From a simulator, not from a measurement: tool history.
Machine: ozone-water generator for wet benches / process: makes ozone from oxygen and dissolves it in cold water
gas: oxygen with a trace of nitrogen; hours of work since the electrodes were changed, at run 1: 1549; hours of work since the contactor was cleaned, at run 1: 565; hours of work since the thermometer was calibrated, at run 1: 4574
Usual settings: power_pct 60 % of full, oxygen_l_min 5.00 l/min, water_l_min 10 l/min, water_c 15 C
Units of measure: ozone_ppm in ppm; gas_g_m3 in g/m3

| run | day | power_pct | oxygen_l_min | water_l_min | water_c | hours of work since the electrodes were changed | hours of work since the contactor was cleaned | hours of work since the thermometer was calibrated | ozone_ppm | gas_g_m3 |
|---|---|---|---|---|---|---|---|---|---|---|
| 1 | 0.000 | 60 | 5.00 | 10 | 15 | 1549 | 565 | 4574 | 19.7 | 160.4 |
| 2 | 4.675 | 60 | 5.55 | 10 | 15 | 1661 | 677 | 4685 | 20.1 | 154.7 |
| 3 | 11.442 | 60 | 5.55 | 10 | 15 | 1822 | 838 | 4847 | 20.3 | 154.3 |
|  | 13.708 | water thermometer calibrated |
| 4 | 16.392 | 60 | 5.55 | 10 | 15 | 1939 | 956 | 64 | 19.9 | 155.0 |
| 5 | 23.042 | 60 | 5.55 | 10 | 15 | 2098 | 1114 | 222 | 20.1 | 155.9 |
| 6 | 27.958 | 60 | 7.58 | 10 | 15 | 2215 | 1231 | 340 | 20.2 | 139.8 |
| 7 | 35.933 | 60 | 7.58 | 10 | 15 | 2405 | 1421 | 530 | 20.3 | 140.6 |
| 8 | 43.638 | 60 | 7.58 | 10 | 15 | 2589 | 1605 | 713 | 20.1 | 140.5 |
| 9 | 50.933 | 60 | 7.58 | 10 | 15 | 2762 | 1779 | 887 | 20.2 | 138.4 |
| 10 | 54.862 | 60 | 5.00 | 6 | 15 | 2856 | 1872 | 981 | 29.4 | 162.0 |
| 11 | 62.171 | 60 | 5.00 | 6 | 15 | 3030 | 2046 | 1155 | 29.7 | 160.2 |
| 12 | 68.467 | 60 | 4.40 | 10 | 15 | 3180 | 2197 | 1305 | 19.5 | 167.6 |
| 13 | 74.642 | 60 | 5.00 | 10 | 15 | 3327 | 2344 | 1452 | 19.8 | 159.2 |
| 14 | 82.038 | 60 | 5.00 | 10 | 15 | 3504 | 2520 | 1628 | 19.7 | 159.6 |
| 15 | 91.067 | 60 | 5.00 | 10 | 15 | 3719 | 2735 | 1843 | 19.9 | 159.6 |
| 16 | 98.046 | 69 | 3.52 | 8 | 8 | 3885 | 2901 | 2010 | 29.8 | 202.6 |

Run 17 comes next. What will it give?
| 17 | 103.017 | 69 | 3.52 | 8 | 19 | 4004 | 3020 | 2128 | ? | ? |

{"run 17": {"ozone_ppm": 24.6, "gas_g_m3": 200.0}}
Had the tool carried no hidden state, the very same run would have given ozone_ppm 24.6 ppm, gas_g_m3 200.4 g/m3.
